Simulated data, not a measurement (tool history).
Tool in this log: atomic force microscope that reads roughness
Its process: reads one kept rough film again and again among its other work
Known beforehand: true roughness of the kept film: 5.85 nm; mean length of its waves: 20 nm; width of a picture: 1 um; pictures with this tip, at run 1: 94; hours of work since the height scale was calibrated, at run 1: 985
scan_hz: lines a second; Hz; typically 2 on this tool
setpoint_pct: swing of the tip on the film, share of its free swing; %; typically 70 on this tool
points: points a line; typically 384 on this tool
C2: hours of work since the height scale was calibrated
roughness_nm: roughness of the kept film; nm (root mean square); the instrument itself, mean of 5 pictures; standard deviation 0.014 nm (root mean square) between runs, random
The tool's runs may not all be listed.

{"run": 1, "hour": 0.0, "scan_hz": 2, "setpoint_pct": 70, "points": 384, "pictures with this tip": 94, "C2": 985, "roughness_nm": 2.513}
{"run": 2, "hour": 56.9, "scan_hz": 2, "setpoint_pct": 66, "points": 384, "pictures with this tip": 189, "C2": 1021, "roughness_nm": 2.118}
{"hour": 105.3, "done": "new tip fitted"}
{"run": 3, "hour": 106.1, "scan_hz": 2, "setpoint_pct": 66, "points": 384, "pictures with this tip": 1, "C2": 1052, "roughness_nm": 3.416}
{"run": 4, "hour": 152.9, "scan_hz": 2, "setpoint_pct": 66, "points": 384, "pictures with this tip": 79, "C2": 1081, "roughness_nm": 2.794}
{"run": 5, "hour": 202.3, "scan_hz": 2, "setpoint_pct": 66, "points": 384, "pictures with this tip": 161, "C2": 1112, "roughness_nm": 2.375}
{"run": 6, "hour": 254.1, "scan_hz": 2, "setpoint_pct": 66, "points": 384, "pictures with this tip": 247, "C2": 1145, "roughness_nm": 2.036}
{"hour": 265.9, "done": "new tip fitted"}
{"run": 7, "hour": 302.1, "scan_hz": 3.8, "setpoint_pct": 73, "points": 439, "pictures with this tip": 60, "C2": 1175, "roughness_nm": 2.602}
{"run": 8, "hour": 338.8, "scan_hz": 0.7, "setpoint_pct": 82, "points": 384, "pictures with this tip": 121, "C2": 1198, "roughness_nm": 2.519}
{"run": 9, "hour": 390.5, "scan_hz": 0.7, "setpoint_pct": 82, "points": 384, "pictures with this tip": 207, "C2": 1231, "roughness_nm": 2.137}
{"run": 10, "hour": 419.4, "scan_hz": 3.18, "setpoint_pct": 74, "points": 310, "pictures with this tip": 255, "C2": 1249, "roughness_nm": 1.774}

What would each run have given without the hidden state, its run-to-run variation left as it was?
Unlogged tool condition in this case: radius of the tip, nm; height scale over the true one, %; drift of the gauge itself on roughness_nm, %.
run=1 roughness_nm=3.409
run=2 roughness_nm=3.456
run=3 roughness_nm=3.459
run=4 roughness_nm=3.479
run=5 roughness_nm=3.47
run=6 roughness_nm=3.481
run=7 roughness_nm=3.152
run=8 roughness_nm=3.49
run=9 roughness_nm=3.517
run=10 roughness_nm=3.161
